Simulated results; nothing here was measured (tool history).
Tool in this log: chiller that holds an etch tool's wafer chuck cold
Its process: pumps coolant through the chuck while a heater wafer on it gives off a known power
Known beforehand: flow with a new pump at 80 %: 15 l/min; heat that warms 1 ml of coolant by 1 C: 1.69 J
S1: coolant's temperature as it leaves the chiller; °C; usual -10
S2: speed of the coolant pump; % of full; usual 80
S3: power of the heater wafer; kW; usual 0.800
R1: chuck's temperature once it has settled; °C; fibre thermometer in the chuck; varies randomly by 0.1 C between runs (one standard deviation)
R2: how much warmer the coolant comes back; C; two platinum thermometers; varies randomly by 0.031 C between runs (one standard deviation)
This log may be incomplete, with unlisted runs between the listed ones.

run     day   S1  S2     S3     R1    R2
  1   0.000  -10  80  0.800   -5.2  1.89
  2   1.775  -10  80  0.800   -4.9  1.97
  3   4.075  -10  80  0.800   -4.8  2.01
  4   6.029  -10  80  0.800   -5.0  1.98
  5   8.046  -10  80  0.755   -5.2  1.85
  6   9.712  -10  80  0.800   -5.1  1.96
  7  11.450  -10  80  0.903   -4.4  2.19
  8  13.308  -10  80  0.903   -4.2  2.22
  9  14.558  -10  80  0.903   -4.4  2.23
 10  16.638  -10  80  0.903   -4.2  2.18
 11  18.408  -10  80  0.800   -4.8  1.96
 12  20.654   -5  80  0.800    0.0  1.97
 13  22.917  -10  96  0.800   -5.5  1.64
 14  24.225  -10  80  0.541   -6.4  1.34
 15  25.517  -10  80  0.541   -6.4  1.37
 16  26.979  -10  80  0.541   -6.6  1.34
 17  28.738    0  63  0.519    3.9  1.65
 18  30.996  -10  77  0.449   -7.0  1.11
 19  33.300  -20  80  0.800  -14.7  1.95
 20  35.454  -20  80  0.800  -14.9  2.01
 21  37.767   -5  80  0.717   -0.5  1.87
 22  39.758  -17  84  0.772  -12.2  1.81
 23  40.917  -17  84  0.528  -13.7  1.28
 24  43.300   -1  82  0.460    1.8  1.16
 25  44.925   -1  82  0.460    2.0  1.17
 26  47.112    0  80  0.871    5.7  2.22
 27  49.575   -3  93  0.676    1.0  1.42
 28  51.242   -3  93  0.676    1.1  1.53
 29  52.904   -3  93  0.676    0.9  1.47
 30  55.058   -3  93  0.676    1.0  1.46
 31  57.096  -10  83  0.800   -4.9  2.00
 32  58.338  -10  71  0.979   -3.2  2.78

Some steps in R1 between neighbouring runs. How much of each would the tool show without its hidden state too (settings, what came in, random variation), and how much is left for the hidden state, with any gauge scatter that isn't in both results?
Hidden conditions of the tool in this case: heat passed by the chuck's channels, % of clean ones'; flow at a given pump speed, % of a new pump's; coolant's true temperature over the reading, C; drift of the gauge itself on chuck_c, C; drift of the gauge itself on warmer_back_c, C.
Run 6 -> 7: S3 0.800 -> 0.903. R1 +0.7 °C: hidden state +0.1, all else +0.6.
Run 20 -> 21: S1 -20 -> -5, S3 0.800 -> 0.717. R1 +14.4 °C: hidden state -0.1, all else +14.5.
Run 21 -> 22: S1 -5 -> -17, S2 80 -> 84, S3 0.717 -> 0.772. R1 -11.7 °C: hidden state +0.0, all else -11.7.
Run 23 -> 24: S1 -17 -> -1, S2 84 -> 82, S3 0.528 -> 0.460. R1 +15.5 °C: hidden state +0.0, all else +15.5.
Run 25 -> 26: S1 -1 -> 0, S2 82 -> 80, S3 0.460 -> 0.871. R1 +3.7 °C: hidden state +0.2, all else +3.5.
Run 26 -> 27: S1 0 -> -3, S2 80 -> 93, S3 0.871 -> 0.676. R1 -4.7 °C: hidden state -0.2, all else -4.5.

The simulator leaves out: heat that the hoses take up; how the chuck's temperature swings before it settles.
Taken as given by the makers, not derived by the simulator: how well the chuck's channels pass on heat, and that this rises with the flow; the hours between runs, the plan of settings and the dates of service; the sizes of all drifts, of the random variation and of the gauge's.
